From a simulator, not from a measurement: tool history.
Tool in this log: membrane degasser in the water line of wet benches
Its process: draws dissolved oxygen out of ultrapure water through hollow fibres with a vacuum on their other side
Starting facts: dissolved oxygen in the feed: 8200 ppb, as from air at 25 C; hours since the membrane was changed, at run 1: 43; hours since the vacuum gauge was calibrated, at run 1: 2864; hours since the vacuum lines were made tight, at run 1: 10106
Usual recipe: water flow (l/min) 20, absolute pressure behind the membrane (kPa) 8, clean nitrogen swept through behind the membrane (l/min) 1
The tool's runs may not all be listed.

| run | hour | water flow (l/min) | absolute pressure behind the membrane (kPa) | clean nitrogen swept through behind the membrane (l/min) | hours since the membrane was changed | hours since the vacuum gauge was calibrated | hours since the vacuum lines were made tight | dissolved oxygen in the water behind the degasser (ppb) | pressure that the water loses in the fibres (kPa) |
|---|---|---|---|---|---|---|---|---|---|
| 1 | 0 | 20 | 8 | 1 | 43 | 2864 | 10106 | 217.7 | 57.16 |
| 2 | 84.5 | 20 | 8 | 1 | 127 | 2948 | 10190 | 216.9 | 57.55 |
| 3 | 159.6 | 20 | 8 | 1 | 202 | 3023 | 10265 | 218.7 | 57.92 |
| 4 | 216.3 | 20 | 8 | 2.45 | 259 | 3080 | 10322 | 100.6 | 57.7 |
| 5 | 281.5 | 20 | 8 | 2.45 | 324 | 3145 | 10387 | 100.6 | 58.29 |
| 6 | 394.5 | 20 | 8 | 2.45 | 437 | 3258 | 10500 | 100.2 | 57.9 |
| 7 | 456.9 | 20 | 8 | 2.45 | 500 | 3321 | 10563 | 99.9 | 58.27 |
| 8 | 569.1 | 20 | 8 | 2.45 | 612 | 3433 | 10675 | 99.3 | 57.95 |
| 9 | 616.5 | 20 | 8 | 2.45 | 659 | 3480 | 10722 | 100.1 | 58.19 |
| 10 | 664.6 | 20 | 8 | 2.45 | 708 | 3528 | 10770 | 99.4 | 58.34 |
| 11 | 723.7 | 16 | 17.89 | 2.45 | 767 | 3587 | 10830 | 227.8 | 46.5 |
| 12 | 817.4 | 21 | 4.82 | 1.99 | 860 | 3681 | 10923 | 50.2 | 60.84 |
| 13 | 906 | 15 | 4.82 | 0.7 | 949 | 3770 | 11012 | 77.5 | 43.82 |
| 14 | 968.2 | 14 | 8.15 | 1.15 | 1011 | 3832 | 11074 | 138.6 | 40.79 |
| 15 | 1074.8 | 25 | 12.36 | 1.15 | 1118 | 3939 | 11181 | 446.3 | 72.77 |
| 16 | 1145.5 | 19 | 6.07 | 0.75 | 1188 | 4009 | 11251 | 161.2 | 56.32 |
| 17 | 1203.6 | 20 | 6.97 | 1.51 | 1247 | 4067 | 11309 | 121.9 | 58.72 |
| 18 | 1258 | 31 | 7.65 | 0.5 | 1301 | 4122 | 11364 | 544.2 | 90.68 |
| 19 | 1359.4 | 12 | 8 | 0.69 | 1402 | 4223 | 11465 | 187.2 | 35.51 |
| 20 | 1464.4 | 21 | 11.45 | 1.28 | 1507 | 4328 | 11570 | 308.2 | 61.31 |

Branching from run 20: 4 alternative next runs. What would each branch give?
|  | 1540.3 | gauge calibrated |
| A | 1555.5 | 19 | 6.85 | 0.53 | 1598 | 4419 | 11661 | ? | ? |
|  | 1540.3 | gauge calibrated |
| B | 1555.5 | 16 | 11.45 | 2.02 | 1598 | 4419 | 11661 | ? | ? |
|  | 1540.3 | gauge calibrated |
| C | 1555.5 | 18 | 11.45 | 1.28 | 1598 | 4419 | 11661 | ? | ? |
|  | 1540.3 | gauge calibrated |
| D | 1555.5 | 21 | 11.45 | 0.63 | 1598 | 4419 | 11661 | ? | ? |

| run | dissolved oxygen in the water behind the degasser (ppb) | pressure that the water loses in the fibres (kPa) |
|---|---|---|
| A | 264.4 | 54.71 |
| B | 156.2 | 46.01 |
| C | 263.9 | 51.8 |
| D | 549.3 | 60.31 |
With no hidden state in the tool, these same runs would have given:
| run | dissolved oxygen in the water behind the degasser (ppb) | pressure that the water loses in the fibres (kPa) |
|---|---|---|
| A | 264 | 54.7 |
| B | 156 | 45.99 |
| C | 263.6 | 51.79 |
| D | 548.9 | 60.29 |

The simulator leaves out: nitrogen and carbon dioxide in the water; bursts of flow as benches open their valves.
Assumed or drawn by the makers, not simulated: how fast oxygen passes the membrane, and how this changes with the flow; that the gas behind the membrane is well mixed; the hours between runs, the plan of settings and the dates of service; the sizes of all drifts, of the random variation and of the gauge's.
